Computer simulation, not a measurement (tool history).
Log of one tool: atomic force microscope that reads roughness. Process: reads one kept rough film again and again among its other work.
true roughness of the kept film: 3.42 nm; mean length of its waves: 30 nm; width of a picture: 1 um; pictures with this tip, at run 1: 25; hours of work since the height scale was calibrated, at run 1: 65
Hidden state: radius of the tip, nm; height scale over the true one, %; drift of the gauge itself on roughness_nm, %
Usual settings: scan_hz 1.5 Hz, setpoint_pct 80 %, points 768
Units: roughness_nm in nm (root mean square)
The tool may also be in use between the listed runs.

| run | hour | scan_hz | setpoint_pct | points | pictures with this tip | hours of work since the height scale was calibrated | roughness_nm |
|---|---|---|---|---|---|---|---|
| 1 | 0 | 1.5 | 80 | 768 | 25 | 65 | 2.585 |
| 2 | 16.6 | 1.5 | 80 | 768 | 50 | 72 | 2.534 |
| 3 | 31.3 | 1.5 | 80 | 311 | 72 | 79 | 2.43 |
| 4 | 40.8 | 2.71 | 80 | 768 | 87 | 84 | 2.287 |
| 5 | 58.5 | 1.5 | 80 | 768 | 114 | 92 | 2.362 |
| 6 | 70.4 | 1.5 | 80 | 768 | 132 | 98 | 2.329 |
| 7 | 83.1 | 1.5 | 80 | 768 | 151 | 104 | 2.304 |
| 8 | 104.2 | 2.44 | 88 | 671 | 184 | 114 | 1.976 |
|  | 119.8 | new tip fitted |
| 9 | 123.4 | 2.85 | 70 | 795 | 5 | 123 | 2.669 |
| 10 | 133.1 | 2.85 | 70 | 795 | 20 | 128 | 2.61 |
| 11 | 142.8 | 2.71 | 70 | 1023 | 35 | 132 | 2.605 |
| 12 | 151.8 | 0.76 | 71 | 415 | 49 | 137 | 2.711 |
| 13 | 172.4 | 0.76 | 71 | 415 | 80 | 147 | 2.601 |
| 14 | 186.2 | 0.76 | 71 | 415 | 101 | 153 | 2.561 |

Forecast each of these 4 alternatives for the next run:
| A | 202.2 | 1.5 | 61 | 327 | 126 | 161 | ? |
| B | 202.2 | 2.53 | 59 | 416 | 126 | 161 | ? |
| C | 202.2 | 0.76 | 66 | 415 | 126 | 161 | ? |
| D | 202.2 | 1.1 | 57 | 331 | 126 | 161 | ? |

| run | roughness_nm |
|---|---|
| A | 2.475 |
| B | 2.436 |
| C | 2.497 |
| D | 2.538 |
Without the tool's hidden state the same runs would have given:
| run | roughness_nm |
|---|---|
| A | 2.838 |
| B | 2.795 |
| C | 2.865 |
| D | 2.911 |
